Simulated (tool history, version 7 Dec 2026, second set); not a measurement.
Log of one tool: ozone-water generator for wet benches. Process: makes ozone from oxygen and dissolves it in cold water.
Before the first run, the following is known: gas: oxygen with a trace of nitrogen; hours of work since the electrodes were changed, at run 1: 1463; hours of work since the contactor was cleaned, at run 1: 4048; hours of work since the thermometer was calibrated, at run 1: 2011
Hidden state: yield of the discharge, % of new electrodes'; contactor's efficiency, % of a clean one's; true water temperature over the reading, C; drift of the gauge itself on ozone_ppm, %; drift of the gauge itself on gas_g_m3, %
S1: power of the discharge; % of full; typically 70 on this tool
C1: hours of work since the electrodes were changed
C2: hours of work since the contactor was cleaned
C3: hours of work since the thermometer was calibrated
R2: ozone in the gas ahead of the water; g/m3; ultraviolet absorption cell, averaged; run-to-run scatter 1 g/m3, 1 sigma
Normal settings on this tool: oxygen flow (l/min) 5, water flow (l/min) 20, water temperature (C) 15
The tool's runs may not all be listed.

Run 1, hour 0: usual settings; C1 1463; C2 4048; C3 2011. Result: dissolved ozone (ppm) 17.4, R2 169.7 g/m3.
Run 2, hour 35.9: usual settings; C1 1499; C2 4083; C3 2047. Result: dissolved ozone (ppm) 17.3, R2 169.5 g/m3.
Run 3, hour 62.8: usual settings; C1 1526; C2 4110; C3 2074. Result: dissolved ozone (ppm) 17.1, R2 168.5 g/m3.
Run 4, hour 95.6: usual settings; C1 1559; C2 4143; C3 2106. Result: dissolved ozone (ppm) 17.2, R2 170.4 g/m3.
Run 5, hour 115.5: usual settings; C1 1578; C2 4163; C3 2126. Result: dissolved ozone (ppm) 17.1, R2 169.1 g/m3.
Run 6, hour 151.1: usual settings; C1 1614; C2 4198; C3 2161. Result: dissolved ozone (ppm) 17.3, R2 169.4 g/m3.
Run 7, hour 177.8: usual settings; C1 1640; C2 4225; C3 2188. Result: dissolved ozone (ppm) 17.2, R2 169.5 g/m3.
Run 8, hour 212.1: usual settings but water flow (l/min) 12; C1 1674; C2 4259; C3 2222. Result: dissolved ozone (ppm) 24.7, R2 170.6 g/m3.
Run 9, hour 244.7: usual settings but water flow (l/min) 12, water temperature (C) 10; C1 1707; C2 4291; C3 2254. Result: dissolved ozone (ppm) 26.8, R2 169.9 g/m3.
Run 10, hour 267.5: usual settings; C1 1729; C2 4314; C3 2277. Result: dissolved ozone (ppm) 17.1, R2 168.1 g/m3.
Run 11, hour 286.5: usual settings; C1 1748; C2 4333; C3 2296. Result: dissolved ozone (ppm) 17.2, R2 168.3 g/m3.
Run 12, hour 305.8: usual settings; C1 1767; C2 4352; C3 2315. Result: dissolved ozone (ppm) 16.9, R2 168.6 g/m3.
Run 13, hour 340.9: usual settings but water flow (l/min) 14, water temperature (C) 18; C1 1802; C2 4387; C3 2350. Result: dissolved ozone (ppm) 20.7, R2 170 g/m3.
Run 14, hour 364.5: usual settings but water flow (l/min) 14, water temperature (C) 18; C1 1826; C2 4410; C3 2374. Result: dissolved ozone (ppm) 21.1, R2 168.9 g/m3.
Run 15, hour 395.2: usual settings but water flow (l/min) 17, water temperature (C) 18; C1 1856; C2 4441; C3 2404. Result: dissolved ozone (ppm) 18.2, R2 169 g/m3.
Run 16, hour 420.2: usual settings but S1 82 % of full; C1 1881; C2 4465; C3 2429. Result: dissolved ozone (ppm) 19, R2 185.6 g/m3.
Run 17, hour 444.7: usual settings but S1 86 % of full, oxygen flow (l/min) 3.17, water flow (l/min) 22, water temperature (C) 11; C1 1906; C2 4490; C3 2453. Result: dissolved ozone (ppm) 19.2, R2 262.9 g/m3.
Run 18, hour 476.3: usual settings but S1 60 % of full, oxygen flow (l/min) 3.72, water flow (l/min) 25, water temperature (C) 9; C1 1937; C2 4521; C3 2485. Result: dissolved ozone (ppm) 13.5, R2 184 g/m3.
Run 19, hour 512.4: usual settings but S1 53 % of full, water flow (l/min) 22; C1 1973; C2 4557; C3 2521. Result: dissolved ozone (ppm) 12.9, R2 137.6 g/m3.
Run 20, hour 538: usual settings but S1 75 % of full; C1 1998; C2 4583; C3 2546. Result: dissolved ozone (ppm) 17.6, R2 175.8 g/m3.
Run 21, hour 569.4: usual settings but S1 75 % of full; C1 2030; C2 4614; C3 2577. Result: dissolved ozone (ppm) 17.9, R2 176.2 g/m3.
Run 22, hour 606.8: usual settings but S1 96 % of full, oxygen flow (l/min) 6.15, water flow (l/min) 14; C1 2067; C2 4651; C3 2614. Result: dissolved ozone (ppm) 26.3, R2 181.4 g/m3.
Run 23, hour 639.5: usual settings but S1 96 % of full, oxygen flow (l/min) 6.15, water flow (l/min) 14; C1 2099; C2 4683; C3 2647. Result: dissolved ozone (ppm) 26.3, R2 182.3 g/m3.

Here are 5 independent what-if runs from the current tool condition. What would each one return?
Run A, hour 678.2: usual settings but oxygen flow (l/min) 5.59; C1 2138; C2 4722; C3 2685. Result: dissolved ozone (ppm) ?, R2 ?.
Run B, hour 678.2: usual settings but S1 90 % of full, oxygen flow (l/min) 8.44, water flow (l/min) 15; C1 2138; C2 4722; C3 2685. Result: dissolved ozone (ppm) ?, R2 ?.
Run C, hour 678.2: usual settings but oxygen flow (l/min) 5.85; C1 2138; C2 4722; C3 2685. Result: dissolved ozone (ppm) ?, R2 ?.
Run D, hour 678.2: usual settings but S1 96 % of full, oxygen flow (l/min) 5.93, water flow (l/min) 14, water temperature (C) 17; C1 2138; C2 4722; C3 2685. Result: dissolved ozone (ppm) ?, R2 ?.
Run E, hour 678.2: usual settings but S1 75 % of full, oxygen flow (l/min) 4.3, water flow (l/min) 23; C1 2138; C2 4722; C3 2685. Result: dissolved ozone (ppm) ?, R2 ?.

run  dissolved ozone (ppm)     R2
  A                   16.9  156.5
  B                   22.1  141.3
  C                   16.7  151.2
  D                   25.7  186.6
  E                   16.1  195.4
What these runs would have given with no unlogged condition in the tool:
run  dissolved ozone (ppm)     R2
  A                   17.9  161.8
  B                   23.5    147
  C                   17.7  156.4
  D                   27.4  194.4
  E                   17.1  202.4
